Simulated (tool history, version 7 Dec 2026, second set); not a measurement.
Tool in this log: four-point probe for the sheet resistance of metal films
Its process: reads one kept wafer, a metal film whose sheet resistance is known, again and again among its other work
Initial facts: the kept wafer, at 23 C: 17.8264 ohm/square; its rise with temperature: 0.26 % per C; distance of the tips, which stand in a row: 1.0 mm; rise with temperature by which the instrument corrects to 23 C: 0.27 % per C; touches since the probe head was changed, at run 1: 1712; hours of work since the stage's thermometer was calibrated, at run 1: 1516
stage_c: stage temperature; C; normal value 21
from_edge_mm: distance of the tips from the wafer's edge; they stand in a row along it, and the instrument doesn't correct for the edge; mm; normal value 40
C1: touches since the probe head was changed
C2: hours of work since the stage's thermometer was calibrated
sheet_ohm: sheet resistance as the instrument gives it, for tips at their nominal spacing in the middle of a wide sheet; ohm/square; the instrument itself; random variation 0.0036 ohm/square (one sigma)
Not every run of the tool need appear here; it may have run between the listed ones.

{"run": 1, "hour": 0.0, "stage_c": 21, "from_edge_mm": 40, "C1": 1712, "C2": 1516, "sheet_ohm": 17.834556}
{"run": 2, "hour": 17.7, "stage_c": 21, "from_edge_mm": 40, "C1": 1985, "C2": 1524, "sheet_ohm": 17.837915}
{"run": 3, "hour": 35.0, "stage_c": 21, "from_edge_mm": 8, "C1": 2252, "C2": 1533, "sheet_ohm": 17.980237}
{"run": 4, "hour": 48.2, "stage_c": 21, "from_edge_mm": 8, "C1": 2454, "C2": 1539, "sheet_ohm": 17.97431}
{"run": 5, "hour": 67.5, "stage_c": 21, "from_edge_mm": 8, "C1": 2752, "C2": 1548, "sheet_ohm": 17.983608}
{"run": 6, "hour": 85.1, "stage_c": 21, "from_edge_mm": 8, "C1": 3022, "C2": 1557, "sheet_ohm": 17.977925}
{"run": 7, "hour": 96.9, "stage_c": 21, "from_edge_mm": 8, "C1": 3204, "C2": 1563, "sheet_ohm": 17.981443}
{"run": 8, "hour": 107.8, "stage_c": 32, "from_edge_mm": 40, "C1": 3370, "C2": 1568, "sheet_ohm": 17.809306}
{"run": 9, "hour": 123.0, "stage_c": 21, "from_edge_mm": 28, "C1": 3605, "C2": 1575, "sheet_ohm": 17.84429}
{"run": 10, "hour": 133.6, "stage_c": 21, "from_edge_mm": 28, "C1": 3768, "C2": 1580, "sheet_ohm": 17.841276}
{"run": 11, "hour": 152.4, "stage_c": 21, "from_edge_mm": 28, "C1": 4057, "C2": 1590, "sheet_ohm": 17.847529}
{"run": 12, "hour": 163.2, "stage_c": 21, "from_edge_mm": 28, "C1": 4223, "C2": 1595, "sheet_ohm": 17.8392}
{"run": 13, "hour": 172.9, "stage_c": 21, "from_edge_mm": 40, "C1": 4372, "C2": 1600, "sheet_ohm": 17.840646}
{"run": 14, "hour": 183.3, "stage_c": 21, "from_edge_mm": 40, "C1": 4532, "C2": 1605, "sheet_ohm": 17.837466}
{"run": 15, "hour": 195.8, "stage_c": 21, "from_edge_mm": 40, "C1": 4726, "C2": 1611, "sheet_ohm": 17.834185}
{"run": 16, "hour": 207.5, "stage_c": 21, "from_edge_mm": 40, "C1": 4905, "C2": 1616, "sheet_ohm": 17.833961}
{"run": 17, "hour": 224.1, "stage_c": 21, "from_edge_mm": 40, "C1": 5160, "C2": 1624, "sheet_ohm": 17.836381}
{"run": 18, "hour": 242.6, "stage_c": 21, "from_edge_mm": 40, "C1": 5446, "C2": 1633, "sheet_ohm": 17.841256}
{"hour": 251.5, "done": "stage's thermometer calibrated"}
{"run": 19, "hour": 251.5, "stage_c": 28, "from_edge_mm": 45, "C1": 5574, "C2": 0, "sheet_ohm": 17.825955}
{"run": 20, "hour": 268.8, "stage_c": 27, "from_edge_mm": 4, "C1": 5841, "C2": 8, "sheet_ohm": 18.400723}
{"run": 21, "hour": 278.9, "stage_c": 19, "from_edge_mm": 4, "C1": 5996, "C2": 13, "sheet_ohm": 18.415363}
{"run": 22, "hour": 288.9, "stage_c": 18, "from_edge_mm": 3, "C1": 6150, "C2": 18, "sheet_ohm": 18.834288}
{"run": 23, "hour": 301.7, "stage_c": 18, "from_edge_mm": 3, "C1": 6346, "C2": 24, "sheet_ohm": 18.844584}
{"run": 24, "hour": 321.5, "stage_c": 18, "from_edge_mm": 3, "C1": 6651, "C2": 34, "sheet_ohm": 18.83745}
{"run": 25, "hour": 331.4, "stage_c": 18, "from_edge_mm": 3, "C1": 6803, "C2": 39, "sheet_ohm": 18.83543}
{"run": 26, "hour": 349.1, "stage_c": 18, "from_edge_mm": 3, "C1": 7076, "C2": 47, "sheet_ohm": 18.844043}
{"run": 27, "hour": 368.6, "stage_c": 18, "from_edge_mm": 3, "C1": 7376, "C2": 57, "sheet_ohm": 18.839203}
{"run": 28, "hour": 380.9, "stage_c": 21, "from_edge_mm": 5, "C1": 7565, "C2": 63, "sheet_ohm": 18.201454}
{"run": 29, "hour": 393.0, "stage_c": 33, "from_edge_mm": 5, "C1": 7751, "C2": 69, "sheet_ohm": 18.179442}
{"run": 30, "hour": 405.2, "stage_c": 33, "from_edge_mm": 5, "C1": 7939, "C2": 75, "sheet_ohm": 18.184245}
{"run": 31, "hour": 419.6, "stage_c": 22, "from_edge_mm": 10, "C1": 8161, "C2": 82, "sheet_ohm": 17.924103}
{"run": 32, "hour": 430.4, "stage_c": 31, "from_edge_mm": 16, "C1": 8327, "C2": 87, "sheet_ohm": 17.850016}
{"run": 33, "hour": 446.7, "stage_c": 26, "from_edge_mm": 4, "C1": 8577, "C2": 95, "sheet_ohm": 18.394268}

For each entry between runs, how does the tool's hidden state at the last listed run before it compare with that at the first listed run after it?
Runs 18 to 19: stage's thermometer calibrated (hour 251.5)
  the hidden state is the same at both runs
